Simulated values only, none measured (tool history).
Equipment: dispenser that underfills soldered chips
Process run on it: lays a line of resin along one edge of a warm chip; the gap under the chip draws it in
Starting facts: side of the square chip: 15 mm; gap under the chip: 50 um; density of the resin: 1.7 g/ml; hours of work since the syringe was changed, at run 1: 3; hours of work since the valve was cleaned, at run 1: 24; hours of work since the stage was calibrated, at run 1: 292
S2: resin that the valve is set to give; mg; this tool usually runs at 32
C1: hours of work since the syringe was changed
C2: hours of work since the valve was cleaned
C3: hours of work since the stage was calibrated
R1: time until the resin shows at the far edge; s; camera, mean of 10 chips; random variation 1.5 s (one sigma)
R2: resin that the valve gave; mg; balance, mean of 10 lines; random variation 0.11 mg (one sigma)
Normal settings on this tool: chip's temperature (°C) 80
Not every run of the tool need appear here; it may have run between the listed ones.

Run 1, hour 0: usual settings; C1 3; C2 24; C3 292. Result: R1 175.5 s, R2 31.49 mg.
At hour 6.7: new syringe of resin.
Run 2, hour 7.7: usual settings; C1 1; C2 28; C3 297. Result: R1 138.2 s, R2 31.31 mg.
Run 3, hour 17.4: usual settings but S2 39.6 mg; C1 7; C2 34; C3 303. Result: R1 229.1 s, R2 38.81 mg.
At hour 18.6: new syringe of resin.
Run 4, hour 24.6: usual settings but S2 39.6 mg; C1 4; C2 39; C3 307. Result: R1 178.4 s, R2 38.43 mg.
At hour 30.1: new syringe of resin.
Run 5, hour 40.4: usual settings but S2 40.7 mg; C1 6; C2 48; C3 317. Result: R1 216.1 s, R2 39.09 mg.
At hour 42.1: new syringe of resin.
Run 6, hour 51.7: usual settings but S2 40.7 mg; C1 6; C2 55; C3 324. Result: R1 213.8 s, R2 39.3 mg.
At hour 54.1: new syringe of resin.
At hour 65.8: new syringe of resin.
Run 7, hour 66.3: usual settings but chip's temperature (°C) 93, S2 28.2 mg; C1 0; C2 64; C3 333. Result: R1 73.7 s, R2 27.13 mg.
At hour 73.6: dispensing valve cleaned and set on the balance.
Run 8, hour 73.6: usual settings but chip's temperature (°C) 78, S2 31.4 mg; C1 4; C2 0; C3 337. Result: R1 208.7 s, R2 31.33 mg.
At hour 78.5: new syringe of resin.
Run 9, hour 81.7: usual settings but chip's temperature (°C) 78, S2 31.4 mg; C1 2; C2 5; C3 341. Result: R1 168.7 s, R2 31.17 mg.
At hour 90.8: new syringe of resin.
Run 10, hour 97.8: usual settings but chip's temperature (°C) 78, S2 31.4 mg; C1 4; C2 15; C3 351. Result: R1 210.9 s, R2 30.94 mg.
At hour 100.7: stage's temperature calibrated.
At hour 103.7: new syringe of resin.
Run 11, hour 110.3: usual settings but chip's temperature (°C) 78, S2 31.4 mg; C1 4; C2 22; C3 6. Result: R1 222.9 s, R2 30.82 mg.

Forecast each of these 5 alternatives for the next run:
At hour 114.8: new syringe of resin.
At hour 126.1: new syringe of resin.
Run A, hour 126.1: usual settings but S2 33.3 mg; C1 0; C2 31; C3 15. Result: R1 ?, R2 ?.
At hour 114.8: new syringe of resin.
At hour 126.1: new syringe of resin.
Run B, hour 126.1: usual settings but chip's temperature (°C) 78, S2 31.1 mg; C1 0; C2 31; C3 15. Result: R1 ?, R2 ?.
At hour 114.8: new syringe of resin.
At hour 126.1: new syringe of resin.
Run C, hour 126.1: usual settings but chip's temperature (°C) 67, S2 32.5 mg; C1 0; C2 31; C3 15. Result: R1 ?, R2 ?.
At hour 114.8: new syringe of resin.
At hour 126.1: new syringe of resin.
Run D, hour 126.1: usual settings but chip's temperature (°C) 65, S2 39.4 mg; C1 0; C2 31; C3 15. Result: R1 ?, R2 ?.
At hour 114.8: new syringe of resin.
At hour 126.1: new syringe of resin.
Run E, hour 126.1: usual settings but S2 27.3 mg; C1 0; C2 31; C3 15. Result: R1 ?, R2 ?.

run     R1     R2
  A  142.8  32.58
  B  156.9  30.47
  C  284.6  31.86
  D  315.2   38.7
  E  145.8  26.75
With the hidden condition removed and each run's random variation left untouched, the same runs would have given:
run     R1     R2
  A  145.2  33.31
  B  159.5  31.15
  C  289.7  32.57
  D  321.4  39.57
  E  147.8  27.35
